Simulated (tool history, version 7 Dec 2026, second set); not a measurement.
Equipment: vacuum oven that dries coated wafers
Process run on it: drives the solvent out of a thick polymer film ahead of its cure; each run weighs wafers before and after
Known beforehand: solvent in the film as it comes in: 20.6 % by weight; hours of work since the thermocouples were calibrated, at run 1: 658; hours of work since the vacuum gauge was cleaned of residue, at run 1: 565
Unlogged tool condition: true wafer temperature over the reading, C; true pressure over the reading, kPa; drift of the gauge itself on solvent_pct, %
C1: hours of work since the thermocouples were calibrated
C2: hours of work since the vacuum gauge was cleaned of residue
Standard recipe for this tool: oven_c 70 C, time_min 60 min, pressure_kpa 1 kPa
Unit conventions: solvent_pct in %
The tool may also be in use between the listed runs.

Run 1, hour 0: usual settings; C1 658; C2 565. Result: solvent_pct 0.87 %.
Run 2, hour 38.2: usual settings; C1 674; C2 581. Result: solvent_pct 0.88 %.
Run 3, hour 67: usual settings; C1 686; C2 593. Result: solvent_pct 0.88 %.
Run 4, hour 86: usual settings but oven_c 62 C; C1 694; C2 602. Result: solvent_pct 3.15 %.
Run 5, hour 107: usual settings but oven_c 76 C; C1 704; C2 611. Result: solvent_pct 0.34 %.
Run 6, hour 145: usual settings but oven_c 76 C; C1 720; C2 627. Result: solvent_pct 0.35 %.
Run 7, hour 173.8: usual settings but pressure_kpa 0.74 kPa; C1 732; C2 639. Result: solvent_pct 0.8 %.
Run 8, hour 205.2: usual settings but pressure_kpa 3.98 kPa; C1 746; C2 653. Result: solvent_pct 1.9 %.
Run 9, hour 224.6: usual settings but pressure_kpa 3.98 kPa; C1 754; C2 661. Result: solvent_pct 1.88 %.
Run 10, hour 248.3: usual settings but pressure_kpa 3.98 kPa; C1 764; C2 671. Result: solvent_pct 1.91 %.
Run 11, hour 274.8: usual settings but pressure_kpa 2.77 kPa; C1 776; C2 683. Result: solvent_pct 1.49 %.
Run 12, hour 304.6: usual settings but pressure_kpa 2.77 kPa; C1 788; C2 695. Result: solvent_pct 1.48 %.
Run 13, hour 335.5: usual settings but pressure_kpa 2.77 kPa; C1 802; C2 709. Result: solvent_pct 1.5 %.
Run 14, hour 355.2: usual settings but time_min 52 min; C1 810; C2 717. Result: solvent_pct 1.18 %.
Run 15, hour 378.4: usual settings but time_min 52 min; C1 820; C2 727. Result: solvent_pct 1.21 %.
Run 16, hour 418.3: usual settings but oven_c 62 C, pressure_kpa 0.87 kPa; C1 837; C2 744. Result: solvent_pct 3.08 %.
Run 17, hour 438: usual settings but oven_c 66 C, time_min 66 min, pressure_kpa 2.15 kPa; C1 846; C2 753. Result: solvent_pct 1.9 %.
Run 18, hour 466.2: usual settings but oven_c 77 C, time_min 39 min, pressure_kpa 0.62 kPa; C1 858; C2 765. Result: solvent_pct 0.56 %.
Run 19, hour 500.6: usual settings but oven_c 64 C, time_min 68 min; C1 872; C2 779. Result: solvent_pct 1.91 %.
Run 20, hour 532.2: usual settings but oven_c 58 C, time_min 50 min, pressure_kpa 0.6 kPa; C1 886; C2 793. Result: solvent_pct 5.87 %.
Run 21, hour 571: usual settings but oven_c 65 C, time_min 48 min, pressure_kpa 1.42 kPa; C1 903; C2 810. Result: solvent_pct 3.17 %.
Run 22, hour 599.5: usual settings but oven_c 63 C; C1 915; C2 822. Result: solvent_pct 2.74 %.
Run 23, hour 637.9: usual settings but oven_c 84 C, time_min 63 min, pressure_kpa 0.62 kPa; C1 931; C2 838. Result: solvent_pct 0.1 %.
Run 24, hour 660.1: usual settings but oven_c 59 C, time_min 55 min, pressure_kpa 1.28 kPa; C1 941; C2 848. Result: solvent_pct 5.11 %.
Run 25, hour 694.2: usual settings but oven_c 74 C, time_min 106 min, pressure_kpa 2.05 kPa; C1 955; C2 863. Result: solvent_pct 0.61 %.
Run 26, hour 727.1: usual settings but oven_c 74 C, time_min 106 min, pressure_kpa 2.05 kPa; C1 970; C2 877. Result: solvent_pct 0.62 %.
Run 27, hour 761: usual settings but pressure_kpa 0.52 kPa; C1 984; C2 891. Result: solvent_pct 0.73 %.
Run 28, hour 785.5: usual settings but oven_c 69 C, time_min 44 min; C1 995; C2 902. Result: solvent_pct 2 %.
Run 29, hour 805.1: usual settings but time_min 62 min, pressure_kpa 2.93 kPa; C1 1003; C2 910. Result: solvent_pct 1.48 %.

Predict each of these 5 candidate next runs independently; none follows another, all start after run 29:
Run A, hour 841.1: usual settings but oven_c 77 C, time_min 77 min, pressure_kpa 2.13 kPa; C1 1019; C2 926. Result: solvent_pct ?.
Run B, hour 841.1: usual settings but oven_c 58 C, time_min 37 min, pressure_kpa 1.85 kPa; C1 1019; C2 926. Result: solvent_pct ?.
Run C, hour 841.1: usual settings but oven_c 84 C, time_min 34 min, pressure_kpa 0.86 kPa; C1 1019; C2 926. Result: solvent_pct ?.
Run D, hour 841.1: usual settings but oven_c 73 C, time_min 47 min, pressure_kpa 3.1 kPa; C1 1019; C2 926. Result: solvent_pct ?.
Run E, hour 841.1: usual settings but oven_c 65 C, time_min 49 min, pressure_kpa 0.63 kPa; C1 1019; C2 926. Result: solvent_pct ?.

run  solvent_pct
  A         0.57
  B         8.16
  C         0.24
  D         1.52
  E         2.78
With the hidden condition removed and each run's random variation left untouched, the same runs would have given:
run  solvent_pct
  A         0.57
  B         8.17
  C         0.24
  D         1.53
  E         2.79

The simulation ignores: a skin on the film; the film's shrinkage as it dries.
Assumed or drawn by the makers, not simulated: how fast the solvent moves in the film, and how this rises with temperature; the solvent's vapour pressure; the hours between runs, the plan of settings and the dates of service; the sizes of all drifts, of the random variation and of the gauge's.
